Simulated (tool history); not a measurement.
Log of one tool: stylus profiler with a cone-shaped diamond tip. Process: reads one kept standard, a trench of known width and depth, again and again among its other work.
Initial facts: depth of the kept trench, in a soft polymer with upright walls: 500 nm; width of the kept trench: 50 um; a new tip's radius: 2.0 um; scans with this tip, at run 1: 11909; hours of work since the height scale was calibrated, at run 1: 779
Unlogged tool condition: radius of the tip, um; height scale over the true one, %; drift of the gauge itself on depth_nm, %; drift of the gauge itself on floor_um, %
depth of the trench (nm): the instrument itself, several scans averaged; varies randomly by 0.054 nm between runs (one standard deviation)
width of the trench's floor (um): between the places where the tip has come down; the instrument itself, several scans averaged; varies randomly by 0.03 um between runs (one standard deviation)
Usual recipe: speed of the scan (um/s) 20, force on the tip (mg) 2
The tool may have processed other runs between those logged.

run    hour  speed of the scan (um/s)  force on the tip (mg)  scans with this tip  hours of work since the height scale was calibrated  depth of the trench (nm)  width of the trench's floor (um)
  1       0                        20                      2                11909                                                  779                    507.15                             47.24
  2    69.1                        20                      2                12239                                                  828                    507.21                             47.26
  3   158.1                        20                      2                12664                                                  891                    507.23                             47.26
      188.1  -- height scale calibrated on a step standard
  4   247.9                        20                      2                13090                                                   42                    507.18                              47.2
  5   319.9                        20                      2                13433                                                   93                    507.18                             47.27
  6   407.6                        42                      2                13852                                                  155                    507.22                             47.16
  7   483.3                        42                      2                14213                                                  208                    507.16                             47.14
  8     557                        24                      2                14565                                                  260                     507.1                             47.21
  9   601.4                        24                      2                14776                                                  291                    507.15                              47.2
 10   671.9                        24                      2                15113                                                  341                    507.19                             47.15
 11   716.6                        24                      2                15326                                                  372                    507.12                             47.25
 12   804.7                        24                      2                15747                                                  434                    507.15                             47.21
 13   877.2                        24                      2                16092                                                  485                    507.22                             47.21
 14     950                        25                      2                16440                                                  536                    507.14                             47.21
 15  1022.2                        22                   5.25                16785                                                  587                    513.72                             47.29
 16  1100.2                        29                      2                17157                                                  642                    507.19                             47.23
 17  1151.9                        29                      2                17404                                                  679                    507.23                             47.17
 18  1245.4                        20                   2.51                17849                                                  744                    508.36                             47.21
 19  1345.9                        20                   1.05                18329                                                  815                    504.63                             47.24
 20  1393.8                        20                   1.05                18558                                                  849                    504.71                              47.2
 21  1456.6                        20                   1.05                18857                                                  893                    504.71                             47.18

4 options for the next run, each taken on its own from the tool as it stands now. Forecast them:
     1484.7  -- height scale calibrated on a step standard
  A  1508.9                        21                    2.4                19104                                                   17                         ?                                 ?
     1484.7  -- height scale calibrated on a step standard
  B  1508.9                         9                   1.44                19104                                                   17                         ?                                 ?
     1484.7  -- height scale calibrated on a step standard
  C  1508.9                        20                   2.21                19104                                                   17                         ?                                 ?
     1484.7  -- height scale calibrated on a step standard
  D  1508.9                        27                   1.19                19104                                                   17                         ?                                 ?

run  depth of the trench (nm)  width of the trench's floor (um)
  A                    508.18                             47.23
  B                    505.87                             47.27
  C                    507.73                              47.2
  D                    505.01                             47.21
Without the tool's unlogged condition, the same runs would have read:
run  depth of the trench (nm)  width of the trench's floor (um)
  A                    508.18                             47.26
  B                    505.87                              47.3
  C                    507.73                             47.23
  D                    505.01                             47.24

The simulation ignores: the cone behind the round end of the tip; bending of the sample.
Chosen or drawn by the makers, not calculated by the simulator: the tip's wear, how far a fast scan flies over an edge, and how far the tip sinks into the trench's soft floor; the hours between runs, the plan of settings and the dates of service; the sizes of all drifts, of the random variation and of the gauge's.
